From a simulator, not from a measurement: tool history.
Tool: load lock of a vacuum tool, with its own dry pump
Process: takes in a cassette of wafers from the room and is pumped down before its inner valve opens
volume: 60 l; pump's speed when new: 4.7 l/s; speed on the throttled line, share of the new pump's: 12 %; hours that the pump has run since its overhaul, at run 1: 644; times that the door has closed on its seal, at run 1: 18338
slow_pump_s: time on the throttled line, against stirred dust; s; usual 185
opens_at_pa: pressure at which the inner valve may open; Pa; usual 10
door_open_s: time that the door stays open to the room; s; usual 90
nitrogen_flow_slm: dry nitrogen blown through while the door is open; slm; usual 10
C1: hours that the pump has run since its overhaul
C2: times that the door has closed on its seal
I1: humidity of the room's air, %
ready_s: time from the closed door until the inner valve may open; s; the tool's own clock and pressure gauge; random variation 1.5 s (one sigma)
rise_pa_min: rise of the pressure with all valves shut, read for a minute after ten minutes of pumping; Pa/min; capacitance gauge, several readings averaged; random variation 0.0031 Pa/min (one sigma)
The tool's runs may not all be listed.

{"run": 1, "hour": 0.0, "slow_pump_s": 185, "opens_at_pa": 10, "door_open_s": 90, "nitrogen_flow_slm": 10, "C1": 644, "C2": 18338, "I1": 46.3, "ready_s": 284.4, "rise_pa_min": 0.094}
{"run": 2, "hour": 89.3, "slow_pump_s": 185, "opens_at_pa": 10, "door_open_s": 90, "nitrogen_flow_slm": 10, "C1": 734, "C2": 18761, "I1": 43.7, "ready_s": 285.5, "rise_pa_min": 0.086}
{"run": 3, "hour": 166.6, "slow_pump_s": 185, "opens_at_pa": 10, "door_open_s": 90, "nitrogen_flow_slm": 10, "C1": 811, "C2": 19127, "I1": 46.6, "ready_s": 284.8, "rise_pa_min": 0.089}
{"run": 4, "hour": 222.5, "slow_pump_s": 185, "opens_at_pa": 10, "door_open_s": 90, "nitrogen_flow_slm": 10, "C1": 867, "C2": 19391, "I1": 42.8, "ready_s": 280.8, "rise_pa_min": 0.081}
{"run": 5, "hour": 269.2, "slow_pump_s": 185, "opens_at_pa": 10, "door_open_s": 90, "nitrogen_flow_slm": 10, "C1": 914, "C2": 19612, "I1": 46.1, "ready_s": 286, "rise_pa_min": 0.085}
{"run": 6, "hour": 318.7, "slow_pump_s": 185, "opens_at_pa": 10, "door_open_s": 90, "nitrogen_flow_slm": 10, "C1": 963, "C2": 19847, "I1": 49.8, "ready_s": 281.9, "rise_pa_min": 0.097}
{"run": 7, "hour": 373.9, "slow_pump_s": 185, "opens_at_pa": 10, "door_open_s": 90, "nitrogen_flow_slm": 10, "C1": 1018, "C2": 20108, "I1": 46.8, "ready_s": 282.3, "rise_pa_min": 0.091}
{"run": 8, "hour": 449.9, "slow_pump_s": 185, "opens_at_pa": 10, "door_open_s": 90, "nitrogen_flow_slm": 10, "C1": 1094, "C2": 20468, "I1": 43.8, "ready_s": 284, "rise_pa_min": 0.083}
{"run": 9, "hour": 504.8, "slow_pump_s": 185, "opens_at_pa": 10, "door_open_s": 90, "nitrogen_flow_slm": 10, "C1": 1149, "C2": 20728, "I1": 45.8, "ready_s": 283.2, "rise_pa_min": 0.09}
{"run": 10, "hour": 566.2, "slow_pump_s": 170, "opens_at_pa": 17, "door_open_s": 38, "nitrogen_flow_slm": 34, "C1": 1211, "C2": 21018, "I1": 47.4, "ready_s": 261.3, "rise_pa_min": 0.048}
{"run": 11, "hour": 658.5, "slow_pump_s": 213, "opens_at_pa": 8, "door_open_s": 87, "nitrogen_flow_slm": 7, "C1": 1303, "C2": 21455, "I1": 46.7, "ready_s": 314.8, "rise_pa_min": 0.104}
{"run": 12, "hour": 703.4, "slow_pump_s": 213, "opens_at_pa": 8, "door_open_s": 87, "nitrogen_flow_slm": 7, "C1": 1348, "C2": 21668, "I1": 43.7, "ready_s": 313.8, "rise_pa_min": 0.1}
{"run": 13, "hour": 745.8, "slow_pump_s": 185, "opens_at_pa": 9, "door_open_s": 124, "nitrogen_flow_slm": 6, "C1": 1390, "C2": 21868, "I1": 49.2, "ready_s": 288.9, "rise_pa_min": 0.124}
{"run": 14, "hour": 845.0, "slow_pump_s": 185, "opens_at_pa": 9, "door_open_s": 124, "nitrogen_flow_slm": 6, "C1": 1489, "C2": 22338, "I1": 40.1, "ready_s": 289, "rise_pa_min": 0.11}
{"run": 15, "hour": 891.8, "slow_pump_s": 330, "opens_at_pa": 14, "door_open_s": 25, "nitrogen_flow_slm": 14, "C1": 1536, "C2": 22560, "I1": 42.7, "ready_s": 406.7, "rise_pa_min": 0.054}
{"run": 16, "hour": 996.3, "slow_pump_s": 330, "opens_at_pa": 14, "door_open_s": 25, "nitrogen_flow_slm": 14, "C1": 1641, "C2": 23054, "I1": 44.6, "ready_s": 413.9, "rise_pa_min": 0.056}
{"run": 17, "hour": 1099.3, "slow_pump_s": 330, "opens_at_pa": 14, "door_open_s": 93, "nitrogen_flow_slm": 4, "C1": 1744, "C2": 23542, "I1": 46.1, "ready_s": 406.2, "rise_pa_min": 0.111}
{"run": 18, "hour": 1144.3, "slow_pump_s": 330, "opens_at_pa": 14, "door_open_s": 33, "nitrogen_flow_slm": 41, "C1": 1789, "C2": 23755, "I1": 43, "ready_s": 409.2, "rise_pa_min": 0.043}

Hidden state or all else? Some run-to-run changes of ready_s, split into what the settings, what came in and random variation would give without the hidden state, and what is left for the hidden state (with any gauge scatter that isn't in both results):
The hidden state here: pump's speed, % of a new pump's; leak at the door's seal, Pa l/s; drift of the gauge itself on ready_s, %; drift of the gauge itself on rise_pa_min, %.
Run 14 -> 15: slow_pump_s 185 -> 330, opens_at_pa 9 -> 14, door_open_s 124 -> 25, nitrogen_flow_slm 6 -> 14. ready_s +117.7 s: hidden state -1, all else +118.7.
